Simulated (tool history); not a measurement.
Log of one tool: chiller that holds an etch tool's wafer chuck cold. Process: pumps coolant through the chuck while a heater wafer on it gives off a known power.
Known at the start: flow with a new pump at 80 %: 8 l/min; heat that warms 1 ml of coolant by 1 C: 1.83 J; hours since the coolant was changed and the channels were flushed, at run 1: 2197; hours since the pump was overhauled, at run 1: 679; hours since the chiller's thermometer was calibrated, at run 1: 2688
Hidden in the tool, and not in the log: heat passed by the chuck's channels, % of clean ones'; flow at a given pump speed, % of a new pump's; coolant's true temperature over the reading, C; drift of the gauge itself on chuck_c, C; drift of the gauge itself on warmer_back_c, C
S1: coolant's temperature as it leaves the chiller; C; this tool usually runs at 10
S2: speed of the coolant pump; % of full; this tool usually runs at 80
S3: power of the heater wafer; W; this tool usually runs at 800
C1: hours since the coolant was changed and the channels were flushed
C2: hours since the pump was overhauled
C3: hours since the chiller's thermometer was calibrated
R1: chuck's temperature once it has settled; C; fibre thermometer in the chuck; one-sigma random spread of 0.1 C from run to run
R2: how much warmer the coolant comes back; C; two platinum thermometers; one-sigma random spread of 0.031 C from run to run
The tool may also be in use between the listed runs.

{"run": 1, "hour": 0.0, "S1": 10, "S2": 80, "S3": 800, "C1": 2197, "C2": 679, "C3": 2688, "R1": 17.3, "R2": 3.29}
{"run": 2, "hour": 39.9, "S1": 10, "S2": 80, "S3": 800, "C1": 2237, "C2": 718, "C3": 2728, "R1": 17.2, "R2": 3.27}
{"run": 3, "hour": 63.0, "S1": 10, "S2": 80, "S3": 800, "C1": 2260, "C2": 742, "C3": 2751, "R1": 17.4, "R2": 3.27}
{"run": 4, "hour": 103.1, "S1": 10, "S2": 80, "S3": 800, "C1": 2300, "C2": 782, "C3": 2791, "R1": 17.2, "R2": 3.3}
{"run": 5, "hour": 129.4, "S1": 10, "S2": 80, "S3": 662, "C1": 2327, "C2": 808, "C3": 2818, "R1": 16.1, "R2": 2.66}
{"run": 6, "hour": 178.9, "S1": 10, "S2": 80, "S3": 662, "C1": 2376, "C2": 857, "C3": 2867, "R1": 16.1, "R2": 2.69}
{"run": 7, "hour": 223.4, "S1": 10, "S2": 74, "S3": 976, "C1": 2421, "C2": 902, "C3": 2912, "R1": 19.4, "R2": 4.32}
{"run": 8, "hour": 270.3, "S1": 8, "S2": 80, "S3": 800, "C1": 2468, "C2": 949, "C3": 2959, "R1": 15.3, "R2": 3.18}
{"run": 9, "hour": 291.4, "S1": 2, "S2": 94, "S3": 732, "C1": 2489, "C2": 970, "C3": 2980, "R1": 7.7, "R2": 2.61}
{"run": 10, "hour": 328.8, "S1": 2, "S2": 94, "S3": 732, "C1": 2526, "C2": 1007, "C3": 3017, "R1": 7.8, "R2": 2.61}
{"run": 11, "hour": 358.4, "S1": 2, "S2": 82, "S3": 506, "C1": 2556, "C2": 1037, "C3": 3047, "R1": 6.4, "R2": 1.98}
{"run": 12, "hour": 400.4, "S1": 2, "S2": 82, "S3": 506, "C1": 2598, "C2": 1079, "C3": 3089, "R1": 6.6, "R2": 2.05}

Consider 5 possible next runs. They are alternatives, not a sequence: every one starts from the tool as it was left by run 12. What does each give?
{"run": "A", "hour": 447.6, "S1": 6, "S2": 80, "S3": 410, "C1": 2645, "C2": 1126, "C3": 3136, "R1": "?", "R2": "?"}
{"run": "B", "hour": 447.6, "S1": 13, "S2": 65, "S3": 800, "C1": 2645, "C2": 1126, "C3": 3136, "R1": "?", "R2": "?"}
{"run": "C", "hour": 447.6, "S1": 9, "S2": 73, "S3": 1024, "C1": 2645, "C2": 1126, "C3": 3136, "R1": "?", "R2": "?"}
{"run": "D", "hour": 447.6, "S1": 18, "S2": 64, "S3": 528, "C1": 2645, "C2": 1126, "C3": 3136, "R1": "?", "R2": "?"}
{"run": "E", "hour": 447.6, "S1": 8, "S2": 82, "S3": 531, "C1": 2645, "C2": 1126, "C3": 3136, "R1": "?", "R2": "?"}

run=A R1=9.7 R2=1.7
run=B R1=21.6 R2=4.03
run=C R1=19 R2=4.58
run=D R1=23.9 R2=2.7
run=E R1=12.7 R2=2.13
Without the tool's hidden state the same runs would have given:
run=A R1=9.7 R2=1.7
run=B R1=21.6 R2=4.03
run=C R1=19 R2=4.58
run=D R1=23.9 R2=2.7
run=E R1=12.6 R2=2.13
